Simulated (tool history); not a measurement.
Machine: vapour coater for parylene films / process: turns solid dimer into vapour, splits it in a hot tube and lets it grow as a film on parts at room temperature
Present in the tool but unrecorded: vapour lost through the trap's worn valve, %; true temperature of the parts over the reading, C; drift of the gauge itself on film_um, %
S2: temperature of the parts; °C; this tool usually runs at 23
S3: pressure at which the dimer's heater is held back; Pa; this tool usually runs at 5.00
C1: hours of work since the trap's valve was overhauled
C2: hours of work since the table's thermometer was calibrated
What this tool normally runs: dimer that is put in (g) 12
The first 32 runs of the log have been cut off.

{"hour": 615.3, "done": "table's thermometer calibrated"}
{"run": 33, "hour": 630.0, "dimer that is put in (g)": 8, "S2": 18, "S3": 5.0, "C1": 131, "C2": 6, "thickness of the film (nm)": 5250}
{"run": 34, "hour": 641.9, "dimer that is put in (g)": 8, "S2": 24, "S3": 3.03, "C1": 136, "C2": 11, "thickness of the film (nm)": 4630}
{"run": 35, "hour": 665.4, "dimer that is put in (g)": 7, "S2": 23, "S3": 8.52, "C1": 146, "C2": 21, "thickness of the film (nm)": 3480}
{"run": 36, "hour": 691.4, "dimer that is put in (g)": 16, "S2": 23, "S3": 2.28, "C1": 157, "C2": 32, "thickness of the film (nm)": 10100}
{"run": 37, "hour": 713.1, "dimer that is put in (g)": 13, "S2": 23, "S3": 5.0, "C1": 166, "C2": 41, "thickness of the film (nm)": 7130}
{"run": 38, "hour": 725.9, "dimer that is put in (g)": 13, "S2": 19, "S3": 9.77, "C1": 171, "C2": 46, "thickness of the film (nm)": 7200}
{"run": 39, "hour": 752.2, "dimer that is put in (g)": 5, "S2": 16, "S3": 6.54, "C1": 182, "C2": 57, "thickness of the film (nm)": 3320}
{"hour": 760.6, "done": "table's thermometer calibrated, once more"}
{"run": 40, "hour": 765.2, "dimer that is put in (g)": 12, "S2": 23, "S3": 3.46, "C1": 187, "C2": 2, "thickness of the film (nm)": 6950}
{"run": 41, "hour": 791.1, "dimer that is put in (g)": 5, "S2": 23, "S3": 5.0, "C1": 198, "C2": 13, "thickness of the film (nm)": 2690}
{"run": 42, "hour": 804.6, "dimer that is put in (g)": 12, "S2": 16, "S3": 2.7, "C1": 203, "C2": 18, "thickness of the film (nm)": 8480}
{"run": 43, "hour": 831.3, "dimer that is put in (g)": 14, "S2": 20, "S3": 5.0, "C1": 214, "C2": 29, "thickness of the film (nm)": 8390}
{"run": 44, "hour": 849.6, "dimer that is put in (g)": 14, "S2": 20, "S3": 5.0, "C1": 222, "C2": 37, "thickness of the film (nm)": 8400}
{"run": 45, "hour": 869.9, "dimer that is put in (g)": 17, "S2": 19, "S3": 4.91, "C1": 230, "C2": 45, "thickness of the film (nm)": 10450}
{"run": 46, "hour": 881.3, "dimer that is put in (g)": 17, "S2": 19, "S3": 4.91, "C1": 235, "C2": 50, "thickness of the film (nm)": 10590}
{"run": 47, "hour": 894.8, "dimer that is put in (g)": 7, "S2": 23, "S3": 5.0, "C1": 241, "C2": 56, "thickness of the film (nm)": 3790}
{"run": 48, "hour": 906.6, "dimer that is put in (g)": 6, "S2": 32, "S3": 6.5, "C1": 246, "C2": 61, "thickness of the film (nm)": 2260}

Predict each of these 3 candidate next runs independently; none follows another, all start after run 48:
{"run": "A", "hour": 925.0, "dimer that is put in (g)": 6, "S2": 32, "S3": 3.1, "C1": 253, "C2": 68, "thickness of the film (nm)": "?"}
{"run": "B", "hour": 925.0, "dimer that is put in (g)": 21, "S2": 34, "S3": 2.42, "C1": 253, "C2": 68, "thickness of the film (nm)": "?"}
{"run": "C", "hour": 925.0, "dimer that is put in (g)": 11, "S2": 26, "S3": 3.14, "C1": 253, "C2": 68, "thickness of the film (nm)": "?"}

run=A thickness_of_the_film_(nm)=2530
run=B thickness_of_the_film_(nm)=8670
run=C thickness_of_the_film_(nm)=5780
Stripped of hidden state, with their random variation kept, the same runs would have yielded:
run=A thickness_of_the_film_(nm)=2650
run=B thickness_of_the_film_(nm)=9070
run=C thickness_of_the_film_(nm)=6050
